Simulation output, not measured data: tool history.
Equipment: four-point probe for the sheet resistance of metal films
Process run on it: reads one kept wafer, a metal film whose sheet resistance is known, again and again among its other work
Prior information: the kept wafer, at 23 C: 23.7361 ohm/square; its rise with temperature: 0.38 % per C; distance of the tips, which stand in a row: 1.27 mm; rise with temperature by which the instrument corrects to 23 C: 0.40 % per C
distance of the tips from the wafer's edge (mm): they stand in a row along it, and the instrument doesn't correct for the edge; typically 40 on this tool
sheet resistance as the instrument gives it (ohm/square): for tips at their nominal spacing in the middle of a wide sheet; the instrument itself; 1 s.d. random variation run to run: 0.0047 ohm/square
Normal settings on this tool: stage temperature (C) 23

run	hour	stage temperature (C)	distance of the tips from the wafer's edge (mm)	sheet resistance as the instrument gives it (ohm/square)
1	0.0	23	40	23.782047
2	48.4	32	40	23.758701
3	74.7	32	40	23.762786
4	121.9	23	21	23.819320
5	161.8	23	40	23.799800
6	189.5	23	40	23.788547
7	244.3	23	40	23.780734
8	285.8	23	40	23.788388
9	335.2	23	40	23.792681
10	390.3	23	40	23.786517
11	422.1	23	40	23.786020
12	471.7	23	40	23.788883
13	520.2	28	40	23.774068
14	566.0	28	4	24.980770
15	611.7	23	40	23.786896
16	643.0	23	40	23.794836
17	690.8	34	6	24.304061
18	733.8	30	7	24.165578
19	781.9	22	4	25.001521
20	808.4	18	71	23.798530
21	851.3	19	64	23.797897
# hour 855.5: stage's thermometer calibrated
22	890.7	19	64	23.816083
23	922.0	25	3	25.858962
24	975.4	25	3	25.854635
# hour 997.9: stage's thermometer calibrated, once more
25	1013.5	25	4	24.962724
26	1069.2	23	40	23.765722
27	1109.8	32	4	24.933766
28	1151.0	25	3	25.801871
29	1181.7	34	3	25.779062
30	1225.9	33	4	24.931912
31	1272.4	29	5	24.517907

Predict each of these 3 candidate next runs independently; none follows another, all start after run 31:
A	1317.9	28	17	?
B	1317.9	27	9	?
C	1317.9	24	7	?

run	sheet resistance as the instrument gives it (ohm/square)
A	23.803030
B	23.980841
C	24.159396
With no hidden state in the tool, these same runs would have given:
run	sheet resistance as the instrument gives it (ohm/square)
A	23.792781
B	23.970485
C	24.148864

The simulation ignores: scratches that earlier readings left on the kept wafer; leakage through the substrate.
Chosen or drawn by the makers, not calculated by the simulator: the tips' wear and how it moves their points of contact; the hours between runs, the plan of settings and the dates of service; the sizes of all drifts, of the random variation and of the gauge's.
